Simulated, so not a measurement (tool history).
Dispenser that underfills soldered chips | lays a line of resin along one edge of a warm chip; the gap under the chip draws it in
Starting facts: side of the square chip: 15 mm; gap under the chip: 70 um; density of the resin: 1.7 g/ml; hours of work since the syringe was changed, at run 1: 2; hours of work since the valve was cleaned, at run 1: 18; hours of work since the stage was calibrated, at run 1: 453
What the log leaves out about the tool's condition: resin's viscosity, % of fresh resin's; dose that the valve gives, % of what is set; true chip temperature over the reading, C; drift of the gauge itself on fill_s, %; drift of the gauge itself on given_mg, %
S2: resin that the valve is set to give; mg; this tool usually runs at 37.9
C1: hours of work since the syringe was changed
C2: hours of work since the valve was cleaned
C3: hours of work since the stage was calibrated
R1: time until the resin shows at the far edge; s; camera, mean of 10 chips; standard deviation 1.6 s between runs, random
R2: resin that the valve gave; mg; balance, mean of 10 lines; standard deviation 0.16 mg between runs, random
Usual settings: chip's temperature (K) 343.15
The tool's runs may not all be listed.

Run 1, hour 0.0: usual settings; C1 2; C2 18; C3 453. Result: R1 182.7 s, R2 37.26 mg.
At hour 10.8: new syringe of resin.
Run 2, hour 10.8: usual settings; C1 0; C2 26; C3 461. Result: R1 169.4 s, R2 37.17 mg.
Run 3, hour 23.3: usual settings but chip's temperature (K) 333.15; C1 9; C2 35; C3 470. Result: R1 385.6 s, R2 36.67 mg.
At hour 24.9: new syringe of resin.
Run 4, hour 35.3: usual settings; C1 8; C2 43; C3 479. Result: R1 228.3 s, R2 36.29 mg.
At hour 38.7: new syringe of resin.
Run 5, hour 43.9: usual settings; C1 4; C2 50; C3 485. Result: R1 198.5 s, R2 36.38 mg.
At hour 51.7: new syringe of resin.
Run 6, hour 59.8: usual settings; C1 6; C2 61; C3 496. Result: R1 217.5 s, R2 35.79 mg.
At hour 64.7: new syringe of resin.
Run 7, hour 69.3: usual settings but S2 39.5 mg; C1 3; C2 68; C3 503. Result: R1 192.4 s, R2 36.98 mg.
At hour 78.2: new syringe of resin.
Run 8, hour 85.1: usual settings; C1 5; C2 79; C3 514. Result: R1 209.6 s, R2 35.26 mg.
At hour 91.7: new syringe of resin.
Run 9, hour 96.8: usual settings; C1 4; C2 87; C3 523. Result: R1 203.9 s, R2 35.14 mg.
At hour 99.9: dispensing valve cleaned and set on the balance.
At hour 105.8: new syringe of resin.
Run 10, hour 113.5: usual settings; C1 6; C2 10; C3 534. Result: R1 211.5 s, R2 37.40 mg.
At hour 119.5: new syringe of resin.
Run 11, hour 122.1: usual settings; C1 2; C2 16; C3 540. Result: R1 186.7 s, R2 37.16 mg.
Run 12, hour 130.1: usual settings; C1 8; C2 22; C3 546. Result: R1 230.4 s, R2 36.88 mg.
At hour 133.0: new syringe of resin.
At hour 146.0: new syringe of resin.
Run 13, hour 146.1: usual settings; C1 0; C2 33; C3 557. Result: R1 180.3 s, R2 36.68 mg.
At hour 159.8: new syringe of resin.
Run 14, hour 160.4: usual settings; C1 0; C2 43; C3 567. Result: R1 177.5 s, R2 36.38 mg.
Run 15, hour 168.0: usual settings; C1 6; C2 49; C3 573. Result: R1 215.8 s, R2 35.91 mg.
At hour 172.7: new syringe of resin.
Run 16, hour 175.9: usual settings; C1 2; C2 54; C3 579. Result: R1 189.8 s, R2 35.97 mg.
At hour 186.0: new syringe of resin.
Run 17, hour 191.4: usual settings; C1 4; C2 66; C3 590. Result: R1 200.6 s, R2 35.64 mg.
At hour 199.0: new syringe of resin.
Run 18, hour 202.7: usual settings but chip's temperature (K) 334.15; C1 3; C2 74; C3 598. Result: R1 312.6 s, R2 35.51 mg.
At hour 213.0: new syringe of resin.
Run 19, hour 215.7: usual settings but chip's temperature (K) 334.15; C1 2; C2 83; C3 607. Result: R1 305.4 s, R2 35.05 mg.
At hour 224.6: dispensing valve cleaned and set on the balance.
Run 20, hour 226.3: usual settings but chip's temperature (K) 334.15; C1 9; C2 1; C3 614. Result: R1 377.6 s, R2 37.89 mg.
At hour 227.4: new syringe of resin.
Run 21, hour 233.9: usual settings but S2 40.0 mg; C1 5; C2 7; C3 619. Result: R1 202.7 s, R2 39.81 mg.
At hour 240.8: new syringe of resin.
Run 22, hour 240.8: usual settings but S2 40.0 mg; C1 0; C2 11; C3 624. Result: R1 175.9 s, R2 39.57 mg.
Run 23, hour 247.4: usual settings but chip's temperature (K) 348.15, S2 45.7 mg; C1 5; C2 16; C3 629. Result: R1 160.9 s, R2 45.31 mg.
At hour 253.9: new syringe of resin.
Run 24, hour 255.5: usual settings but chip's temperature (K) 348.15, S2 45.7 mg; C1 1; C2 22; C3 635. Result: R1 137.4 s, R2 45.01 mg.
At hour 267.4: new syringe of resin.
Run 25, hour 270.2: usual settings but chip's temperature (K) 339.15, S2 39.8 mg; C1 2; C2 33; C3 645. Result: R1 229.1 s, R2 38.84 mg.
At hour 281.0: new syringe of resin.
Run 26, hour 281.7: usual settings but chip's temperature (K) 336.15, S2 33.7 mg; C1 1; C2 41; C3 654. Result: R1 267.4 s, R2 32.64 mg.
Run 27, hour 290.8: usual settings but chip's temperature (K) 336.15, S2 33.7 mg; C1 7; C2 48; C3 660. Result: R1 348.0 s, R2 32.29 mg.
At hour 294.3: new syringe of resin.
Run 28, hour 299.2: usual settings but chip's temperature (K) 336.15, S2 32.8 mg; C1 4; C2 53; C3 666. Result: R1 292.9 s, R2 31.75 mg.
At hour 307.8: new syringe of resin.
Run 29, hour 310.7: usual settings but chip's temperature (K) 335.15, S2 34.2 mg; C1 2; C2 62; C3 674. Result: R1 297.1 s, R2 32.56 mg.
Run 30, hour 317.4: usual settings but chip's temperature (K) 332.15, S2 42.2 mg; C1 7; C2 67; C3 679. Result: R1 400.2 s, R2 39.93 mg.
At hour 321.6: new syringe of resin.
Run 31, hour 332.2: usual settings but chip's temperature (K) 355.15, S2 42.4 mg; C1 8; C2 77; C3 690. Result: R1 134.2 s, R2 39.95 mg.
At hour 335.1: new syringe of resin.
Run 32, hour 347.5: usual settings but chip's temperature (K) 340.15, S2 39.6 mg; C1 9; C2 88; C3 701. Result: R1 288.8 s, R2 36.82 mg.
At hour 348.8: new syringe of resin.
At hour 349.8: dispensing valve cleaned and set on the balance.
Run 33, hour 358.5: usual settings but chip's temperature (K) 342.15, S2 39.7 mg; C1 6; C2 6; C3 708. Result: R1 239.7 s, R2 39.14 mg.
At hour 363.3: new syringe of resin.
Run 34, hour 373.4: usual settings but chip's temperature (K) 357.15, S2 33.0 mg; C1 7; C2 17; C3 719. Result: R1 128.9 s, R2 32.37 mg.

Selected run-to-run steps in R1, each split into two signed amounts: the part the tool would show with no hidden state at all (from settings, incoming material and random variation), and the remainder, which goes to the hidden state together with any gauge scatter not common to the measured and the hidden-state-free results:
Run 2 -> 3: chip's temperature (K) 343.15 -> 333.15. R1 +216.2 s: hidden state +122.0, all else +94.2.
Run 20 -> 21: chip's temperature (K) 334.15 -> 343.15, S2 37.9 -> 40.0, new syringe of resin. R1 -174.9 s: hidden state -89.2, all else -85.7.
Run 30 -> 31: chip's temperature (K) 332.15 -> 355.15, S2 42.2 -> 42.4, new syringe of resin. R1 -266.0 s: hidden state -91.5, all else -174.5.
